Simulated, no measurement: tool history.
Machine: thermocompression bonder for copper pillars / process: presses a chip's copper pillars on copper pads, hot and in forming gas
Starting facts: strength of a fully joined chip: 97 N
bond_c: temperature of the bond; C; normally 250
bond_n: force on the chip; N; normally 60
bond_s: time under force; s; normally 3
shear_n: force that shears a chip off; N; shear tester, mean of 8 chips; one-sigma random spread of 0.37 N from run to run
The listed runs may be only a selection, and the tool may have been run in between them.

{"run": 1, "hour": 0.0, "bond_c": 250, "bond_n": 60, "bond_s": 3, "shear_n": 72.3}
{"run": 2, "hour": 46.8, "bond_c": 250, "bond_n": 60, "bond_s": 6, "shear_n": 83.2}
{"run": 3, "hour": 84.3, "bond_c": 250, "bond_n": 60, "bond_s": 2, "shear_n": 65.2}
{"run": 4, "hour": 115.7, "bond_c": 250, "bond_n": 60, "bond_s": 2, "shear_n": 65.9}
{"run": 5, "hour": 153.8, "bond_c": 250, "bond_n": 60, "bond_s": 3, "shear_n": 72.0}
{"hour": 191.4, "done": "force cell calibrated"}
{"hour": 191.9, "done": "forming gas filter changed"}
{"run": 6, "hour": 207.6, "bond_c": 250, "bond_n": 60, "bond_s": 3, "shear_n": 72.5}
{"run": 7, "hour": 237.7, "bond_c": 250, "bond_n": 60, "bond_s": 3, "shear_n": 72.1}
{"run": 8, "hour": 290.4, "bond_c": 250, "bond_n": 62, "bond_s": 3, "shear_n": 72.8}
{"run": 9, "hour": 322.7, "bond_c": 250, "bond_n": 62, "bond_s": 3, "shear_n": 72.0}
{"run": 10, "hour": 363.6, "bond_c": 250, "bond_n": 66, "bond_s": 3, "shear_n": 76.1}
{"run": 11, "hour": 405.3, "bond_c": 250, "bond_n": 66, "bond_s": 3, "shear_n": 75.4}
{"run": 12, "hour": 432.0, "bond_c": 250, "bond_n": 66, "bond_s": 3, "shear_n": 75.2}
{"run": 13, "hour": 470.9, "bond_c": 250, "bond_n": 66, "bond_s": 3, "shear_n": 75.8}
{"hour": 477.0, "done": "forming gas filter changed"}
{"run": 14, "hour": 512.2, "bond_c": 250, "bond_n": 66, "bond_s": 3, "shear_n": 75.6}
{"run": 15, "hour": 545.0, "bond_c": 250, "bond_n": 66, "bond_s": 3, "shear_n": 75.5}
{"run": 16, "hour": 571.2, "bond_c": 250, "bond_n": 73, "bond_s": 3, "shear_n": 80.3}
{"hour": 575.1, "done": "gauge calibrated"}
{"run": 17, "hour": 607.4, "bond_c": 250, "bond_n": 73, "bond_s": 3, "shear_n": 82.0}
{"run": 18, "hour": 631.3, "bond_c": 250, "bond_n": 60, "bond_s": 3, "shear_n": 71.6}
{"run": 19, "hour": 667.2, "bond_c": 250, "bond_n": 60, "bond_s": 6, "shear_n": 82.3}
{"run": 20, "hour": 699.4, "bond_c": 250, "bond_n": 60, "bond_s": 6, "shear_n": 82.0}
{"run": 21, "hour": 726.4, "bond_c": 250, "bond_n": 60, "bond_s": 6, "shear_n": 82.3}
{"hour": 763.3, "done": "forming gas filter changed"}
{"run": 22, "hour": 784.9, "bond_c": 250, "bond_n": 60, "bond_s": 6, "shear_n": 82.7}
{"run": 23, "hour": 835.3, "bond_c": 250, "bond_n": 60, "bond_s": 6, "shear_n": 82.6}
{"run": 24, "hour": 875.9, "bond_c": 234, "bond_n": 60, "bond_s": 7, "shear_n": 78.3}
{"run": 25, "hour": 917.7, "bond_c": 234, "bond_n": 60, "bond_s": 7, "shear_n": 78.6}
{"run": 26, "hour": 941.1, "bond_c": 239, "bond_n": 36, "bond_s": 7, "shear_n": 55.1}
{"run": 27, "hour": 975.6, "bond_c": 239, "bond_n": 36, "bond_s": 7, "shear_n": 54.9}
{"run": 28, "hour": 1004.0, "bond_c": 239, "bond_n": 36, "bond_s": 7, "shear_n": 54.9}
{"run": 29, "hour": 1038.1, "bond_c": 239, "bond_n": 36, "bond_s": 7, "shear_n": 54.5}
{"hour": 1051.3, "done": "forming gas filter changed"}
{"run": 30, "hour": 1090.7, "bond_c": 239, "bond_n": 36, "bond_s": 4, "shear_n": 45.8}
{"run": 31, "hour": 1126.2, "bond_c": 228, "bond_n": 39, "bond_s": 3, "shear_n": 39.7}
{"run": 32, "hour": 1153.8, "bond_c": 250, "bond_n": 60, "bond_s": 2, "shear_n": 63.9}
{"run": 33, "hour": 1203.4, "bond_c": 269, "bond_n": 47, "bond_s": 2, "shear_n": 60.0}
{"run": 34, "hour": 1260.0, "bond_c": 260, "bond_n": 44, "bond_s": 4, "shear_n": 64.1}
{"run": 35, "hour": 1307.0, "bond_c": 237, "bond_n": 80, "bond_s": 2, "shear_n": 70.8}
{"hour": 1337.1, "done": "forming gas filter changed"}
{"run": 36, "hour": 1342.3, "bond_c": 237, "bond_n": 80, "bond_s": 2, "shear_n": 71.8}
{"run": 37, "hour": 1373.9, "bond_c": 266, "bond_n": 53, "bond_s": 6, "shear_n": 80.4}
{"run": 38, "hour": 1397.2, "bond_c": 266, "bond_n": 53, "bond_s": 6, "shear_n": 80.2}
{"run": 39, "hour": 1435.3, "bond_c": 261, "bond_n": 65, "bond_s": 6, "shear_n": 85.5}
{"run": 40, "hour": 1460.7, "bond_c": 266, "bond_n": 57, "bond_s": 4, "shear_n": 77.6}

Forecast each of these 3 alternatives for the next run:
{"run": "A", "hour": 1505.9, "bond_c": 266, "bond_n": 45, "bond_s": 4, "shear_n": "?"}
{"run": "B", "hour": 1505.9, "bond_c": 250, "bond_n": 74, "bond_s": 3, "shear_n": "?"}
{"run": "C", "hour": 1505.9, "bond_c": 250, "bond_n": 60, "bond_s": 2, "shear_n": "?"}

run=A shear_n=66.6
run=B shear_n=78.3
run=C shear_n=63.0
The same runs, with their run-to-run variation unchanged, on a tool lacking any hidden condition would have given:
run=A shear_n=69.5
run=B shear_n=81.8
run=C shear_n=65.6
